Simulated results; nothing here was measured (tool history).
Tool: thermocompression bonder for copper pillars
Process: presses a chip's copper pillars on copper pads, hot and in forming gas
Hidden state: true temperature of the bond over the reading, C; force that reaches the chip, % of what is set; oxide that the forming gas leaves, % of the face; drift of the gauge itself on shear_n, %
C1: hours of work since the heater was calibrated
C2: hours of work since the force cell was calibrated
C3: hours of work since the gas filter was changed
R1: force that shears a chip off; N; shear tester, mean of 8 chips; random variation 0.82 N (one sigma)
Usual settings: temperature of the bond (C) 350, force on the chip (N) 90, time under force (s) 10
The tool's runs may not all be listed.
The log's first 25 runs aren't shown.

Run 26, hour 898.4: usual settings but temperature of the bond (C) 375, force on the chip (N) 119, time under force (s) 11; C1 509; C2 176; C3 73. Result: R1 101.4 N.
Run 27, hour 939.5: usual settings but force on the chip (N) 64, time under force (s) 12; C1 527; C2 194; C3 92. Result: R1 61.8 N.
Run 28, hour 967.1: usual settings but temperature of the bond (C) 337, force on the chip (N) 64, time under force (s) 19; C1 539; C2 206; C3 104. Result: R1 63.4 N.
At hour 1000.3: heater calibrated with a thermocouple chip.
At hour 1004.8: forming gas filter changed.
Run 29, hour 1008.1: usual settings but temperature of the bond (C) 337, force on the chip (N) 64, time under force (s) 19; C1 3; C2 223; C3 1. Result: R1 58.3 N.
Run 30, hour 1029.1: usual settings but force on the chip (N) 56, time under force (s) 7; C1 12; C2 232; C3 11. Result: R1 42.5 N.
Run 31, hour 1054.4: usual settings but force on the chip (N) 66, time under force (s) 6; C1 24; C2 243; C3 22. Result: R1 44.4 N.
Run 32, hour 1091.4: usual settings but temperature of the bond (C) 366, force on the chip (N) 99, time under force (s) 6; C1 40; C2 260; C3 38. Result: R1 68.2 N.
Run 33, hour 1126.4: usual settings but temperature of the bond (C) 347, time under force (s) 8; C1 55; C2 275; C3 54. Result: R1 57.0 N.
Run 34, hour 1150.3: usual settings but temperature of the bond (C) 347, time under force (s) 8; C1 66; C2 286; C3 64. Result: R1 57.8 N.
Run 35, hour 1200.6: usual settings but temperature of the bond (C) 347, force on the chip (N) 83, time under force (s) 7; C1 88; C2 308; C3 86. Result: R1 52.7 N.
Run 36, hour 1235.7: usual settings but temperature of the bond (C) 347, force on the chip (N) 83, time under force (s) 7; C1 104; C2 323; C3 102. Result: R1 50.5 N.
At hour 1275.6: forming gas filter changed.
Run 37, hour 1275.6: usual settings but temperature of the bond (C) 347, force on the chip (N) 59, time under force (s) 7; C1 121; C2 341; C3 0. Result: R1 45.4 N.
Run 38, hour 1320.7: usual settings but temperature of the bond (C) 348, force on the chip (N) 59, time under force (s) 7; C1 141; C2 360; C3 20. Result: R1 44.5 N.
Run 39, hour 1356.1: usual settings but temperature of the bond (C) 354, force on the chip (N) 80, time under force (s) 14; C1 156; C2 376; C3 36. Result: R1 72.5 N.

Forecast each of these 3 alternatives for the next run:
Run A, hour 1386.2: usual settings but temperature of the bond (C) 354, force on the chip (N) 129, time under force (s) 14; C1 170; C2 389; C3 49. Result: R1 ?.
Run B, hour 1386.2: usual settings but temperature of the bond (C) 354, force on the chip (N) 63; C1 170; C2 389; C3 49. Result: R1 ?.
Run C, hour 1386.2: usual settings but temperature of the bond (C) 354, force on the chip (N) 56, time under force (s) 25; C1 170; C2 389; C3 49. Result: R1 ?.

run    R1
  A  90.5
  B  56.7
  C  74.0
Without the tool's hidden state the same runs would have given:
run    R1
  A  89.0
  B  54.9
  C  72.2

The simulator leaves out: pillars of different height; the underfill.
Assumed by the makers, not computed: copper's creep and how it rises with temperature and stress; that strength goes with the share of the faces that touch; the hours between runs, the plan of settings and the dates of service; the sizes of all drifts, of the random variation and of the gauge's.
